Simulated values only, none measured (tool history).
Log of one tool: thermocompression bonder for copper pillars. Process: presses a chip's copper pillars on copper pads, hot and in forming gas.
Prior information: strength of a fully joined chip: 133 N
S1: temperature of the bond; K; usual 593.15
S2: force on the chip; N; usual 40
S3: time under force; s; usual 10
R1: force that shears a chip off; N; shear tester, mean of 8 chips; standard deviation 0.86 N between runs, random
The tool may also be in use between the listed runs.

run    hour      S1  S2  S3    R1
  1     0.0  593.15  40  10  61.6
  2    47.0  593.15  40  10  62.4
  3    86.1  593.15  40  10  62.1
  4   110.3  593.15  55  10  83.2
  5   146.1  593.15  55   8  77.3
  6   177.9  593.15  55   8  76.5
  7   222.3  586.15  40  10  58.0
  8   277.5  586.15  40  10  57.1
  9   332.6  586.15  40  10  56.5
 10   361.3  567.15  40  10  46.9
 11   404.6  579.15  40  10  52.6
 12   450.5  621.15  40  10  70.9
 13   484.6  621.15  40  10  71.7
 14   511.7  621.15  40  10  69.5
 15   544.9  593.15  40  10  56.5
 16   591.7  592.15  40  10  57.6
 17   618.6  616.15  52  10  84.8
 18   661.8  579.15  47  10  58.7
 19   696.9  567.15  57  21  82.6
 20   743.2  591.15  43  10  66.8
 21   770.1  591.15  43  10  68.2
 22   794.8  598.15  47  21  94.6
 23   841.9  593.15  49   7  66.7
 24   887.0  568.15  40  10  48.7
 25   913.9  593.15  37  10  56.4
 26   945.6  565.15  37  10  44.3
 27   981.3  575.15  40  19  66.2
 28  1013.4  601.15  36   7  50.0
 29  1051.0  601.15  36   7  51.4

Removed from this log: 3 entries logged between the listed runs. Between which two listed runs does each belong, and how does the tool's hidden state at the listed run before it compare with that at the listed run after it?
Run 1 -> run 2: forming gas filter changed (hour 45.0)
  true temperature of the bond over the reading, C: -5.8 -> -6.1; force that reaches the chip, % of what is set: 95.1 -> 94.8; oxide that the forming gas leaves, % of the face: 4.4 -> 0.65
  what was measured, less what the result would be without the hidden state, R1: -8.9 -> -6.8 N
Run 19 -> run 20: force cell calibrated (hour 705.1); forming gas filter changed (hour 710.0)
  true temperature of the bond over the reading, C: -9.9 -> -10.2; force that reaches the chip, % of what is set: 90.4 -> 99.2; oxide that the forming gas leaves, % of the face: 4.75 -> 0.83
  what was measured, less what the result would be without the hidden state, R1: -16.8 -> -6.1 N

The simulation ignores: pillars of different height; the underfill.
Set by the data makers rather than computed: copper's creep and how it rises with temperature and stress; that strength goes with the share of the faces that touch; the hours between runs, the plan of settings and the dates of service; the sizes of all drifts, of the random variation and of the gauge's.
